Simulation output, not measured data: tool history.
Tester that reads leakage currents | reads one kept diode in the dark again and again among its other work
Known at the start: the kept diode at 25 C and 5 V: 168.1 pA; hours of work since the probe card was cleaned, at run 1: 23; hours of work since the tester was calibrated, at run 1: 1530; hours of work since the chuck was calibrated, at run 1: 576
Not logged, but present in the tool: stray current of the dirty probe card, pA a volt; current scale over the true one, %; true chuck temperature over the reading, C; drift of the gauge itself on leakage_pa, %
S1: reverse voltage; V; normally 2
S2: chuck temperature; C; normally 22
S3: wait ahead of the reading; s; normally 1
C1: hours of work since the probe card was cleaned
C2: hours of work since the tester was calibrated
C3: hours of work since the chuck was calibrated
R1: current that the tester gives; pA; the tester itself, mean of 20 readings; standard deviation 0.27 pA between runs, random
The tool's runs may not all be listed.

Run 1, hour 0: usual settings; C1 23; C2 1530; C3 576. Result: R1 85.92 pA.
Run 2, hour 32.9: usual settings; C1 43; C2 1551; C3 597. Result: R1 86.53 pA.
Run 3, hour 102.2: usual settings; C1 87; C2 1594; C3 641. Result: R1 85.91 pA.
Run 4, hour 159.1: usual settings; C1 123; C2 1630; C3 677. Result: R1 85.53 pA.
Run 5, hour 198.2: usual settings; C1 148; C2 1655; C3 701. Result: R1 85.73 pA.
Run 6, hour 270.4: usual settings; C1 193; C2 1701; C3 747. Result: R1 85.01 pA.
Run 7, hour 339.3: usual settings; C1 237; C2 1744; C3 790. Result: R1 85.25 pA.
Run 8, hour 408.7: usual settings; C1 280; C2 1788; C3 834. Result: R1 84.4 pA.
Run 9, hour 444.7: usual settings; C1 303; C2 1810; C3 857. Result: R1 85.16 pA.
Run 10, hour 484.1: usual settings; C1 328; C2 1835; C3 881. Result: R1 84.44 pA.
Run 11, hour 535.2: usual settings; C1 360; C2 1867; C3 914. Result: R1 85.02 pA.
Run 12, hour 599.1: usual settings but S2 26 C; C1 400; C2 1908; C3 954. Result: R1 122.5 pA.
Run 13, hour 629.9: usual settings; C1 420; C2 1927; C3 973. Result: R1 84.14 pA.
Run 14, hour 677.3: usual settings; C1 450; C2 1957; C3 1003. Result: R1 83.67 pA.
Run 15, hour 710.6: usual settings; C1 471; C2 1978; C3 1024. Result: R1 83.59 pA.
Run 16, hour 783.6: usual settings; C1 517; C2 2024; C3 1070. Result: R1 83.5 pA.
Run 17, hour 856.7: usual settings; C1 563; C2 2070; C3 1116. Result: R1 82.75 pA.
Run 18, hour 910.3: usual settings; C1 597; C2 2104; C3 1150. Result: R1 83.02 pA.
Run 19, hour 956: usual settings; C1 625; C2 2133; C3 1179. Result: R1 82.98 pA.
Run 20, hour 1026.3: usual settings but S1 3.62 V, S2 43 C, S3 3.38 s; C1 670; C2 2177; C3 1223. Result: R1 677.14 pA.
Run 21, hour 1095.1: usual settings but S2 26 C, S3 0.5 s; C1 713; C2 2220; C3 1266. Result: R1 120.49 pA.
Run 22, hour 1150.6: usual settings but S1 10.32 V, S2 35 C, S3 0.71 s; C1 748; C2 2255; C3 1301. Result: R1 508.3 pA.
Run 23, hour 1182.9: usual settings but S1 10.32 V, S2 35 C, S3 0.71 s; C1 768; C2 2276; C3 1322. Result: R1 507.15 pA.
Run 24, hour 1232.5: usual settings but S1 6.73 V, S3 0.84 s; C1 800; C2 2307; C3 1353. Result: R1 131.89 pA.
Run 25, hour 1293.1: usual settings but S1 19.53 V, S2 30 C, S3 3.49 s; C1 838; C2 2345; C3 1391. Result: R1 414.87 pA.
Run 26, hour 1333.5: usual settings but S1 19.53 V, S2 30 C, S3 3.49 s; C1 863; C2 2371; C3 1417. Result: R1 414.5 pA.
Run 27, hour 1390.6: usual settings but S1 19.53 V, S2 30 C, S3 3.49 s; C1 899; C2 2407; C3 1453. Result: R1 410.25 pA.
Run 28, hour 1437.7: usual settings but S1 1.39 V, S2 30 C, S3 0.86 s; C1 929; C2 2436; C3 1482. Result: R1 148.98 pA.
Run 29, hour 1502.9: usual settings but S1 1.39 V, S2 30 C, S3 0.86 s; C1 970; C2 2477; C3 1524. Result: R1 147.9 pA.
Run 30, hour 1549.2: usual settings but S1 1.99 V, S2 30 C, S3 1.24 s; C1 999; C2 2507; C3 1553. Result: R1 169.57 pA.
Run 31, hour 1603.2: usual settings but S1 1.99 V, S2 30 C, S3 1.24 s; C1 1033; C2 2541; C3 1587. Result: R1 168.71 pA.
At hour 1625.8: chuck's temperature calibrated.
Run 32, hour 1644.6: usual settings but S1 9.8 V, S2 30 C; C1 1058; C2 2565; C3 12. Result: R1 354.54 pA.
Run 33, hour 1714.2: usual settings but S1 4.15 V, S2 44 C; C1 1102; C2 2609; C3 56. Result: R1 838.95 pA.
Run 34, hour 1772.1: usual settings but S1 5.25 V, S3 0.63 s; C1 1138; C2 2646; C3 92. Result: R1 132.98 pA.
Run 35, hour 1822: usual settings but S1 2.9 V, S2 37 C, S3 0.57 s; C1 1170; C2 2677; C3 124. Result: R1 402.43 pA.
Run 36, hour 1862.4: usual settings but S1 17.69 V, S3 1.34 s; C1 1195; C2 2703; C3 149. Result: R1 217.96 pA.
Run 37, hour 1933.2: usual settings but S1 17.69 V, S3 1.34 s; C1 1240; C2 2747; C3 194. Result: R1 216.73 pA.

Alternative continuations, all from the tool just after run 37; predict every row:
Run A, hour 1996.8: usual settings but S1 5.89 V, S3 6.79 s; C1 1280; C2 2787; C3 234. Result: R1 ?.
Run B, hour 1996.8: usual settings but S1 3.3 V, S2 41 C, S3 0.89 s; C1 1280; C2 2787; C3 234. Result: R1 ?.
Run C, hour 1996.8: usual settings but S1 17.69 V, S2 37 C, S3 0.46 s; C1 1280; C2 2787; C3 234. Result: R1 ?.
Run D, hour 1996.8: usual settings but S1 1.01 V, S2 28 C, S3 0.56 s; C1 1280; C2 2787; C3 234. Result: R1 ?.

run      R1
  A  136.52
  B  593.99
  C  809.51
  D  119.89
With no hidden state in the tool, these same runs would have given:
run      R1
  A  134.27
  B  602.98
  C  810.13
  D  121.56
